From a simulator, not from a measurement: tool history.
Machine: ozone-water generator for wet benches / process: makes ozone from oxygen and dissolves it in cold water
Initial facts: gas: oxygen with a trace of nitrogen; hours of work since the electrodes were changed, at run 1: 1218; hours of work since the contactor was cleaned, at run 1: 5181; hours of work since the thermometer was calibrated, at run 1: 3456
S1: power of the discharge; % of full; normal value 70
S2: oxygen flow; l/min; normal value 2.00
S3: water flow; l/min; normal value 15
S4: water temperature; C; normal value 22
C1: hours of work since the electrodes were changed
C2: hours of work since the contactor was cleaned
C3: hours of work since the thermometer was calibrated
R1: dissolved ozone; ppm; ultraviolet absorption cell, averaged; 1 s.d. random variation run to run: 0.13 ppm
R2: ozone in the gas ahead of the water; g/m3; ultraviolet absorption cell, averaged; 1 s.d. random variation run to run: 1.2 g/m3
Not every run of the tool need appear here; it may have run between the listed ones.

run 1 hour=0.0 | S1=70 S2=2.00 S3=15 S4=22 | C1=1218 C2=5181 C3=3456 | R1=12.8 R2=227.6
run 2 hour=43.8 | S1=87 S2=2.00 S3=15 S4=22 | C1=1252 C2=5215 C3=3490 | R1=14.4 R2=255.5
run 3 hour=83.2 | S1=42 S2=2.00 S3=15 S4=22 | C1=1283 C2=5246 C3=3521 | R1=9.4 R2=170.7
run 4 hour=144.4 | S1=42 S2=2.00 S3=15 S4=22 | C1=1331 C2=5294 C3=3569 | R1=9.8 R2=171.0
run 5 hour=203.2 | S1=42 S2=2.00 S3=15 S4=22 | C1=1377 C2=5340 C3=3616 | R1=9.6 R2=172.0
run 6 hour=249.7 | S1=42 S2=2.00 S3=15 S4=22 | C1=1414 C2=5377 C3=3652 | R1=9.7 R2=172.4
run 7 hour=283.3 | S1=70 S2=2.00 S3=15 S4=22 | C1=1440 C2=5404 C3=3679 | R1=13.0 R2=227.5
run 8 hour=339.1 | S1=86 S2=2.00 S3=15 S4=22 | C1=1484 C2=5447 C3=3722 | R1=14.4 R2=255.6
run 9 hour=374.3 | S1=86 S2=2.00 S3=15 S4=22 | C1=1512 C2=5475 C3=3750 | R1=14.3 R2=257.4
run 10 hour=404.7 | S1=70 S2=2.00 S3=15 S4=22 | C1=1536 C2=5499 C3=3774 | R1=12.9 R2=228.4
run 11 hour=445.2 | S1=70 S2=2.00 S3=15 S4=22 | C1=1568 C2=5531 C3=3806 | R1=12.7 R2=228.5
run 12 hour=482.2 | S1=70 S2=2.00 S3=15 S4=22 | C1=1597 C2=5560 C3=3835 | R1=13.1 R2=230.7
run 13 hour=550.1 | S1=70 S2=2.00 S3=15 S4=22 | C1=1650 C2=5613 C3=3889 | R1=12.8 R2=230.8
run 14 hour=589.3 | S1=70 S2=2.00 S3=11 S4=22 | C1=1681 C2=5644 C3=3919 | R1=17.2 R2=230.4
run 15 hour=639.8 | S1=70 S2=2.00 S3=11 S4=22 | C1=1721 C2=5684 C3=3959 | R1=17.4 R2=230.9
run 16 hour=692.5 | S1=90 S2=2.00 S3=15 S4=22 | C1=1762 C2=5726 C3=4001 | R1=14.8 R2=265.0
run 17 hour=754.4 | S1=90 S2=2.00 S3=22 S4=25 | C1=1811 C2=5774 C3=4049 | R1=9.5 R2=266.0
run 18 hour=807.3 | S1=70 S2=1.04 S3=22 S4=22 | C1=1853 C2=5816 C3=4091 | R1=6.9 R2=318.2
run 19 hour=852.3 | S1=70 S2=1.04 S3=22 S4=22 | C1=1888 C2=5851 C3=4126 | R1=6.9 R2=321.9
run 20 hour=882.6 | S1=70 S2=2.00 S3=18 S4=23 | C1=1912 C2=5875 C3=4150 | R1=10.5 R2=230.4
run 21 hour=933.6 | S1=70 S2=2.00 S3=18 S4=23 | C1=1952 C2=5915 C3=4190 | R1=10.6 R2=233.9
run 22 hour=989.3 | S1=70 S2=2.00 S3=18 S4=23 | C1=1996 C2=5959 C3=4234 | R1=10.5 R2=230.0
run 23 hour=1043.9 | S1=70 S2=2.00 S3=18 S4=23 | C1=2039 C2=6002 C3=4277 | R1=10.4 R2=233.7
run 24 hour=1084.9 | S1=70 S2=2.00 S3=18 S4=23 | C1=2071 C2=6034 C3=4309 | R1=10.6 R2=232.8
run 25 hour=1116.9 | S1=41 S2=3.46 S3=12 S4=21 | C1=2096 C2=6060 C3=4335 | R1=12.4 R2=130.8
run 26 hour=1190.1 | S1=70 S2=2.55 S3=13 S4=26 | C1=2154 C2=6117 C3=4392 | R1=14.1 R2=207.2
run 27 hour=1250.4 | S1=70 S2=2.55 S3=12 S4=26 | C1=2202 C2=6165 C3=4440 | R1=15.3 R2=207.7
run 28 hour=1297.2 | S1=59 S2=2.62 S3=15 S4=28 | C1=2238 C2=6201 C3=4476 | R1=11.1 R2=185.5
run 29 hour=1369.5 | S1=59 S2=2.62 S3=11 S4=25 | C1=2295 C2=6258 C3=4533 | R1=15.5 R2=186.5

4 ways to go on from here, each from the tool as it stands after run 29. What would each give?
run A hour=1441.4 | S1=59 S2=2.62 S3=11 S4=24 | C1=2352 C2=6315 C3=4590 | R1=? R2=?
run B hour=1441.4 | S1=93 S2=2.89 S3=11 S4=25 | C1=2352 C2=6315 C3=4590 | R1=? R2=?
run C hour=1441.4 | S1=59 S2=2.31 S3=11 S4=25 | C1=2352 C2=6315 C3=4590 | R1=? R2=?
run D hour=1441.4 | S1=70 S2=2.00 S3=22 S4=26 | C1=2352 C2=6315 C3=4590 | R1=? R2=?

run=A R1=15.2 R2=188.6
run=B R1=19.9 R2=227.0
run=C R1=15.3 R2=198.3
run=D R1=8.2 R2=231.9
Take away the tool's hidden state, keep each run's random variation, and the runs would have read:
run=A R1=15.3 R2=183.8
run=B R1=19.9 R2=221.2
run=C R1=15.4 R2=193.2
run=D R1=8.2 R2=226.0

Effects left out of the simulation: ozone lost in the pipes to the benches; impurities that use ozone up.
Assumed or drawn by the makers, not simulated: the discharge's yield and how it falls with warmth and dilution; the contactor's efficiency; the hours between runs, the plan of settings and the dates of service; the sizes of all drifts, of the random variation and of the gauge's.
